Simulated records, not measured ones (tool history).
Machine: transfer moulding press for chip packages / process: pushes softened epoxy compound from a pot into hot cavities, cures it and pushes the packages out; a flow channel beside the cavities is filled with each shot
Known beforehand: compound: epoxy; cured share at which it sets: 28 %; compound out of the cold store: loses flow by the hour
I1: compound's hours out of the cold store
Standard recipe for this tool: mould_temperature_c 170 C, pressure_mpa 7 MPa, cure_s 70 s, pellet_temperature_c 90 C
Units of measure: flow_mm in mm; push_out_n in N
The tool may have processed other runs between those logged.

{"run": 1, "hour": 0.0, "mould_temperature_c": 170, "pressure_mpa": 7, "cure_s": 70, "pellet_temperature_c": 90, "I1": 27.8, "flow_mm": 910, "push_out_n": 515}
{"hour": 11.3, "done": "cavities cleaned with cleaning compound and waxed"}
{"run": 2, "hour": 15.2, "mould_temperature_c": 170, "pressure_mpa": 7, "cure_s": 70, "pellet_temperature_c": 90, "I1": 12.7, "flow_mm": 970, "push_out_n": 537}
{"run": 3, "hour": 26.0, "mould_temperature_c": 170, "pressure_mpa": 7, "cure_s": 70, "pellet_temperature_c": 90, "I1": 31.6, "flow_mm": 889, "push_out_n": 512}
{"run": 4, "hour": 38.2, "mould_temperature_c": 170, "pressure_mpa": 7, "cure_s": 70, "pellet_temperature_c": 90, "I1": 34.2, "flow_mm": 894, "push_out_n": 516}
{"run": 5, "hour": 61.1, "mould_temperature_c": 170, "pressure_mpa": 7, "cure_s": 70, "pellet_temperature_c": 80, "I1": 31.6, "flow_mm": 906, "push_out_n": 572}
{"hour": 75.6, "done": "cavities cleaned with cleaning compound and waxed"}
{"run": 6, "hour": 79.3, "mould_temperature_c": 173, "pressure_mpa": 7, "cure_s": 70, "pellet_temperature_c": 85, "I1": 46, "flow_mm": 827, "push_out_n": 431}
{"run": 7, "hour": 102.2, "mould_temperature_c": 174, "pressure_mpa": 7.16, "cure_s": 70, "pellet_temperature_c": 86, "I1": 25.6, "flow_mm": 903, "push_out_n": 418}
{"run": 8, "hour": 122.5, "mould_temperature_c": 174, "pressure_mpa": 7.16, "cure_s": 70, "pellet_temperature_c": 86, "I1": 22.4, "flow_mm": 933, "push_out_n": 397}
{"hour": 130.0, "done": "plunger's sealing rings changed"}
{"run": 9, "hour": 136.3, "mould_temperature_c": 171, "pressure_mpa": 7.17, "cure_s": 66, "pellet_temperature_c": 95, "I1": 40.6, "flow_mm": 870, "push_out_n": 536}
{"hour": 142.2, "done": "cavities cleaned with cleaning compound and waxed"}
{"run": 10, "hour": 155.9, "mould_temperature_c": 177, "pressure_mpa": 8.04, "cure_s": 53, "pellet_temperature_c": 91, "I1": 11.8, "flow_mm": 1019, "push_out_n": 733}

4 ways to go on from here, each from the tool as it stands after run 10. What would each give?
{"run": "A", "hour": 175.8, "mould_temperature_c": 170, "pressure_mpa": 7, "cure_s": 78, "pellet_temperature_c": 95, "I1": 39, "flow_mm": "?", "push_out_n": "?"}
{"run": "B", "hour": 175.8, "mould_temperature_c": 170, "pressure_mpa": 7, "cure_s": 52, "pellet_temperature_c": 87, "I1": 9.1, "flow_mm": "?", "push_out_n": "?"}
{"run": "C", "hour": 175.8, "mould_temperature_c": 178, "pressure_mpa": 6.98, "cure_s": 60, "pellet_temperature_c": 91, "I1": 15.8, "flow_mm": "?", "push_out_n": "?"}
{"run": "D", "hour": 175.8, "mould_temperature_c": 170, "pressure_mpa": 7, "cure_s": 70, "pellet_temperature_c": 91, "I1": 12.4, "flow_mm": "?", "push_out_n": "?"}

run=A flow_mm=877 push_out_n=380
run=B flow_mm=990 push_out_n=1226
run=C flow_mm=930 push_out_n=474
run=D flow_mm=968 push_out_n=531
Without the tool's hidden state the same runs would have given:
run=A flow_mm=877 push_out_n=376
run=B flow_mm=990 push_out_n=1213
run=C flow_mm=930 push_out_n=469
run=D flow_mm=968 push_out_n=525
